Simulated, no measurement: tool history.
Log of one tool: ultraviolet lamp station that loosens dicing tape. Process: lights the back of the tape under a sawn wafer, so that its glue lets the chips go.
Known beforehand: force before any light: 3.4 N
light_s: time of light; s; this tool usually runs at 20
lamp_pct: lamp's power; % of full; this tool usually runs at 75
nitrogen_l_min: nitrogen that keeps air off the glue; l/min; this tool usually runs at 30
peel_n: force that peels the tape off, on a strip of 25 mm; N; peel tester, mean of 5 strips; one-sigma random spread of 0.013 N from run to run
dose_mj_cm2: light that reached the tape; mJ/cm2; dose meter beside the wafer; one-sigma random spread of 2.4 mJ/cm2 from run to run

run,hour,light_s,lamp_pct,nitrogen_l_min,peel_n,dose_mj_cm2
1,0.0,20,75,30,0.610,244
2,18.6,20,75,30,0.654,249
3,44.1,20,75,30,0.654,246
4,63.5,20,75,30,0.644,245
5,90.5,20,75,30,0.643,243
6,113.6,20,74,30,0.672,237
7,151.0,20,74,30,0.693,244
8,177.0,29,75,30,0.410,346
9,212.8,29,75,30,0.421,346
10,238.0,29,75,30,0.396,344
11,271.7,20,75,30,0.669,236
12,301.8,32,100,39,0.245,508
13,332.5,32,100,39,0.248,501
14,356.8,20,74,11,1.078,233
15,389.6,20,75,10,1.063,232
16,426.2,17,92,13,0.960,239
17,451.7,17,69,10,1.385,183
18,481.7,17,69,10,1.372,176
19,504.3,11,61,18,1.785,102
20,523.1,17,77,10,1.286,199
21,553.8,16,80,21,1.038,194

Consider 4 possible next runs. They are alternatives, not a sequence: every one starts from the tool as it was left by run 21. What does each give?
A,585.3,32,75,30,?,?
B,585.3,20,75,28,?,?
C,585.3,30,71,30,?,?
D,585.3,28,75,26,?,?

run,peel_n,dose_mj_cm2
A,0.386,363
B,0.728,228
C,0.448,317
D,0.459,319
Without the tool's unlogged condition, the same runs would have read:
run,peel_n,dose_mj_cm2
A,0.316,428
B,0.585,268
C,0.360,374
D,0.366,375
